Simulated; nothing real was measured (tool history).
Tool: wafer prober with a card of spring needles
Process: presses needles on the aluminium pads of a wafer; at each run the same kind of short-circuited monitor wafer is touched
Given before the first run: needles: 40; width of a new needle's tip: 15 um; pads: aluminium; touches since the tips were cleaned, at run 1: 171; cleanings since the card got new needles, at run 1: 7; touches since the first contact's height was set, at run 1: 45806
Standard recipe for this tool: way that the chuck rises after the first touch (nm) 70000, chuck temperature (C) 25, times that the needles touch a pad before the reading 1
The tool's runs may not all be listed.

| run | day | way that the chuck rises after the first touch (nm) | chuck temperature (C) | times that the needles touch a pad before the reading | touches since the tips were cleaned | cleanings since the card got new needles | touches since the first contact's height was set | resistance of one needle with its contact and lead (mohm) | way that a needle slides on the pad (nm) |
|---|---|---|---|---|---|---|---|---|---|
| 1 | 0 | 70000 | 25 | 1 | 171 | 7 | 45806 | 276 | 13840 |
| 2 | 0.275 | 70000 | 25 | 1 | 1414 | 7 | 47049 | 299 | 13860 |
| 3 | 0.725 | 70000 | 25 | 2 | 3429 | 7 | 49064 | 299 | 13910 |
| 4 | 1.192 | 70000 | 25 | 2 | 5533 | 7 | 51168 | 309 | 13940 |
|  | 1.267 | tips cleaned on abrasive film |
| 5 | 1.65 | 70000 | 25 | 2 | 1721 | 8 | 53222 | 289 | 13830 |
| 6 | 1.933 | 70000 | 25 | 2 | 2987 | 8 | 54488 | 297 | 13800 |
|  | 1.983 | height of the first contact set anew |
| 7 | 2.138 | 70000 | 25 | 2 | 3869 | 8 | 698 | 302 | 13770 |
| 8 | 2.467 | 71000 | 94 | 2 | 5349 | 8 | 2178 | 326 | 13960 |
|  | 2.588 | tips cleaned on abrasive film |
| 9 | 2.679 | 61000 | 25 | 1 | 423 | 9 | 3118 | 282 | 12020 |
| 10 | 2.933 | 51000 | 62 | 1 | 1567 | 9 | 4262 | 336 | 9970 |

Below are 5 alternative next runs, each starting from the tool's condition after run 10. Predict each:
| A | 3.129 | 51000 | 69 | 1 | 2450 | 9 | 5145 | ? | ? |
| B | 3.129 | 51000 | 62 | 1 | 2450 | 9 | 5145 | ? | ? |
| C | 3.129 | 70000 | 39 | 1 | 2450 | 9 | 5145 | ? | ? |
| D | 3.129 | 83000 | 38 | 1 | 2450 | 9 | 5145 | ? | ? |
| E | 3.129 | 75000 | 42 | 2 | 2450 | 9 | 5145 | ? | ? |

| run | resistance of one needle with its contact and lead (mohm) | way that a needle slides on the pad (nm) |
|---|---|---|
| A | 358 | 9950 |
| B | 357 | 10020 |
| C | 313 | 13760 |
| D | 299 | 16380 |
| E | 295 | 14770 |
The same runs, with their run-to-run variation unchanged, on a tool lacking any hidden condition would have given:
| run | resistance of one needle with its contact and lead (mohm) | way that a needle slides on the pad (nm) |
|---|---|---|
| A | 281 | 10160 |
| B | 278 | 10230 |
| C | 267 | 13970 |
| D | 264 | 16590 |
| E | 270 | 14980 |
